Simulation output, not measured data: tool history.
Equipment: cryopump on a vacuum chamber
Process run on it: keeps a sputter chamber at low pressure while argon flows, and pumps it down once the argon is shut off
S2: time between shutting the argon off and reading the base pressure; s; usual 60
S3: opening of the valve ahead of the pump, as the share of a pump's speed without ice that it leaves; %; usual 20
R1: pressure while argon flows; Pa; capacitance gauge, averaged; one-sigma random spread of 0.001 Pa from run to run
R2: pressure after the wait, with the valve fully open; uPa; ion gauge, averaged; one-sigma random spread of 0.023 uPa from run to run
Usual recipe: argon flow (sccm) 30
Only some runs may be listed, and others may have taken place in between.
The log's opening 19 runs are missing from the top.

run 20 hour=1425.7 | argon_flow_(sccm)=15 S2=60 S3=16 | R1=0.1443 R2=1.52
run 21 hour=1516.9 | argon_flow_(sccm)=15 S2=60 S3=16 | R1=0.1453 R2=1.58
run 22 hour=1589.7 | argon_flow_(sccm)=15 S2=60 S3=16 | R1=0.1445 R2=1.55
run 23 hour=1668.2 | argon_flow_(sccm)=31 S2=37 S3=46 | R1=0.1150 R2=1.98
run 24 hour=1750.6 | argon_flow_(sccm)=37 S2=69 S3=19 | R1=0.3047 R2=1.61
-- hour=1772.5 pump warmed up, emptied and cooled again
run 25 hour=1844.8 | argon_flow_(sccm)=37 S2=69 S3=19 | R1=0.2896 R2=1.32
-- hour=1908.9 leaking fittings of the chamber tightened, without venting
run 26 hour=1959.8 | argon_flow_(sccm)=31 S2=175 S3=19 | R1=0.2400 R2=0.51
run 27 hour=2007.0 | argon_flow_(sccm)=51 S2=59 S3=31 | R1=0.2461 R2=0.87
run 28 hour=2106.2 | argon_flow_(sccm)=51 S2=59 S3=31 | R1=0.2489 R2=0.90
run 29 hour=2212.6 | argon_flow_(sccm)=51 S2=59 S3=31 | R1=0.2514 R2=0.89
run 30 hour=2322.3 | argon_flow_(sccm)=30 S2=60 S3=16 | R1=0.2777 R2=0.94
run 31 hour=2376.9 | argon_flow_(sccm)=48 S2=66 S3=39 | R1=0.1912 R2=0.88
run 32 hour=2440.4 | argon_flow_(sccm)=28 S2=60 S3=30 | R1=0.1422 R2=0.94
run 33 hour=2544.2 | argon_flow_(sccm)=28 S2=60 S3=30 | R1=0.1434 R2=0.98
run 34 hour=2646.7 | argon_flow_(sccm)=13 S2=139 S3=60 | R1=0.0364 R2=0.73

4 ways to go on from here, each from the tool as it stands after run 34. What would each give?
run A hour=2710.6 | argon_flow_(sccm)=14 S2=33 S3=22 | R1=? R2=?
run B hour=2710.6 | argon_flow_(sccm)=30 S2=133 S3=20 | R1=? R2=?
run C hour=2710.6 | argon_flow_(sccm)=46 S2=139 S3=60 | R1=? R2=?
run D hour=2710.6 | argon_flow_(sccm)=39 S2=20 S3=20 | R1=? R2=?

run=A R1=0.0976 R2=1.50
run=B R1=0.2292 R2=0.77
run=C R1=0.1264 R2=0.74
run=D R1=0.2976 R2=2.17
Take away the tool's hidden state, keep each run's random variation, and the runs would have read:
run=A R1=0.0931 R2=1.26
run=B R1=0.2197 R2=0.53
run=C R1=0.1118 R2=0.50
run=D R1=0.2853 R2=1.93

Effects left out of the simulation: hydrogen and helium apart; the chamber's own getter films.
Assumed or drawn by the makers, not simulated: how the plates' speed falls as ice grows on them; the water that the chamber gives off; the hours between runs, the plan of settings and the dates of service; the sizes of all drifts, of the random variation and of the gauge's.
